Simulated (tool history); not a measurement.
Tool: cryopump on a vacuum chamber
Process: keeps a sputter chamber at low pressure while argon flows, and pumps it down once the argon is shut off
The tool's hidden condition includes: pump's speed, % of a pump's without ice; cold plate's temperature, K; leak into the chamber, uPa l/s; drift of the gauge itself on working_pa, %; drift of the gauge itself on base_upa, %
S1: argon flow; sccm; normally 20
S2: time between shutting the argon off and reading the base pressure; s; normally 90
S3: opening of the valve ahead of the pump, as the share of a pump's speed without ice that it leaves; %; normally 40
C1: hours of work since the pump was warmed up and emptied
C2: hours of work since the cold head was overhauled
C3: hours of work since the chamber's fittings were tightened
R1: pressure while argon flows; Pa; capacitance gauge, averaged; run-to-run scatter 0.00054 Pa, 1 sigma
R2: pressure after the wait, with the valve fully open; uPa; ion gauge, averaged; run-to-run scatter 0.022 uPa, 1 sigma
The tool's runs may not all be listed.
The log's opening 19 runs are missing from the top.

| run | hour | S1 | S2 | S3 | C1 | C2 | C3 | R1 | R2 |
|---|---|---|---|---|---|---|---|---|---|
| 20 | 1373.7 | 21 | 112 | 16 | 508 | 1321 | 204 | 0.1333 | 0.67 |
| 21 | 1469.6 | 12 | 240 | 26 | 580 | 1393 | 277 | 0.0488 | 0.47 |
| 22 | 1577.4 | 9 | 156 | 26 | 662 | 1475 | 358 | 0.0382 | 0.6 |
| 23 | 1679.2 | 19 | 83 | 40 | 738 | 1551 | 435 | 0.0544 | 0.88 |
| 24 | 1753.2 | 19 | 83 | 40 | 794 | 1607 | 491 | 0.0552 | 0.94 |
|  | 1779.9 | pump warmed up, emptied and cooled again |
| 25 | 1861.4 | 38 | 90 | 42 | 62 | 1685 | 568 | 0.09 | 0.76 |
| 26 | 1950.7 | 13 | 122 | 26 | 129 | 1752 | 636 | 0.049 | 0.7 |
| 27 | 2053.9 | 13 | 176 | 26 | 207 | 1830 | 714 | 0.0492 | 0.6 |
| 28 | 2136 | 12 | 90 | 19 | 269 | 1892 | 775 | 0.0637 | 0.88 |
| 29 | 2219.6 | 20 | 193 | 44 | 332 | 1955 | 839 | 0.0479 | 0.62 |
| 30 | 2274.5 | 13 | 90 | 23 | 373 | 1997 | 880 | 0.0582 | 0.86 |
| 31 | 2366.4 | 13 | 90 | 23 | 442 | 2066 | 949 | 0.0586 | 0.96 |
| 32 | 2432.4 | 29 | 39 | 34 | 492 | 2116 | 999 | 0.0918 | 1.58 |
| 33 | 2531.2 | 16 | 90 | 44 | 567 | 2190 | 1074 | 0.0398 | 0.99 |

Predict each of these 5 candidate next runs independently; none follows another, all start after run 33:
| A | 2629.5 | 18 | 194 | 21 | 641 | 2264 | 1148 | ? | ? |
| B | 2629.5 | 12 | 22 | 17 | 641 | 2264 | 1148 | ? | ? |
| C | 2629.5 | 20 | 149 | 25 | 641 | 2264 | 1148 | ? | ? |
| D | 2629.5 | 30 | 22 | 35 | 641 | 2264 | 1148 | ? | ? |
| E | 2629.5 | 37 | 28 | 40 | 641 | 2264 | 1148 | ? | ? |

| run | R1 | R2 |
|---|---|---|
| A | 0.0903 | 0.73 |
| B | 0.0715 | 2.53 |
| C | 0.0852 | 0.82 |
| D | 0.095 | 2.49 |
| E | 0.103 | 2.1 |
Without the tool's hidden state the same runs would have given:
| run | R1 | R2 |
|---|---|---|
| A | 0.084 | 0.36 |
| B | 0.0673 | 2.15 |
| C | 0.0782 | 0.44 |
| D | 0.0845 | 2.12 |
| E | 0.09 | 1.72 |

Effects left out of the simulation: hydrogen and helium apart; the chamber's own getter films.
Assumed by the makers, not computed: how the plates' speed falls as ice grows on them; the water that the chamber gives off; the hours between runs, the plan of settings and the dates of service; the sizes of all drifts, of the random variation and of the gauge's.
